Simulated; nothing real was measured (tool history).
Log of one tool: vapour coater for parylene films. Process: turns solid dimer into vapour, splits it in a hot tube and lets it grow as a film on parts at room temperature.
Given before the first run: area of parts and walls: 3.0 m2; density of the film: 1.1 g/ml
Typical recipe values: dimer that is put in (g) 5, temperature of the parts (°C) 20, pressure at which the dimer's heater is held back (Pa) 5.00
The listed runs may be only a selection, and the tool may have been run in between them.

run	day	dimer that is put in (g)	temperature of the parts (°C)	pressure at which the dimer's heater is held back (Pa)	thickness of the film (um)
1	0.000	5	20	5.00	1.01
2	1.608	5	20	5.00	1.01
3	4.012	5	20	5.00	1.01
4	5.967	6	20	5.00	1.18
5	8.600	5	20	5.00	0.99
6	11.354	5	20	5.00	1.00
7	13.842	5	20	5.00	1.01
8	16.708	5	15	5.00	1.20
9	19.596	7	15	5.00	1.68
10	22.450	5	20	5.00	1.01
11	23.746	5	15	5.00	1.20
12	26.004	5	18	5.00	1.07
# day 27.404: trap's valve overhauled
13	28.508	5	20	5.00	1.00
14	30.442	5	20	5.00	1.00
15	32.942	5	20	5.00	1.00
16	35.350	5	20	5.00	1.01
17	38.388	5	20	5.00	0.99
18	39.975	5	20	5.00	0.98
19	42.908	5	20	5.00	0.99
20	45.100	5	16	5.00	1.16
21	47.204	5	16	5.00	1.15
22	48.646	5	16	5.00	1.16
23	51.250	5	16	5.00	1.13
24	54.379	5	20	5.25	0.99
25	56.725	5	20	5.25	1.00
26	59.804	4	20	7.92	0.72
# day 61.883: table's thermometer calibrated
27	62.721	3	24	2.49	0.61
28	64.742	4	20	4.39	0.83
29	66.642	4	20	4.39	0.82
30	69.217	4	20	4.39	0.84
# day 70.371: trap's valve overhauled
31	71.146	4	20	4.39	0.83
32	72.604	4	20	4.39	0.82
33	74.379	4	23	5.00	0.72
34	75.833	4	30	5.00	0.54
35	78.879	4	32	3.22	0.55
36	81.504	4	22	5.10	0.72
37	84.354	8	20	4.65	1.61
38	87.475	8	19	2.57	1.94
39	90.650	2	19	3.49	0.46
40	92.317	4	16	4.21	0.97
41	93.646	8	27	9.94	1.05
42	96.733	2	20	9.41	0.37
43	98.292	5	25	5.00	0.86
44	100.767	5	25	5.00	0.83
45	103.829	4	27	5.00	0.62
46	105.883	4	20	5.03	0.79
47	107.625	6	13	3.01	1.73
48	109.688	4	14	5.00	0.99

Below are 3 alternative next runs, each starting from the tool's condition after run 48. Predict each:
A	112.104	8	14	4.00	?
B	112.104	3	25	3.91	?
C	112.104	3	20	6.02	?

run	thickness of the film (um)
A	2.07
B	0.52
C	0.57
Take away the tool's hidden state, keep each run's random variation, and the runs would have read:
run	thickness of the film (um)
A	2.08
B	0.53
C	0.57
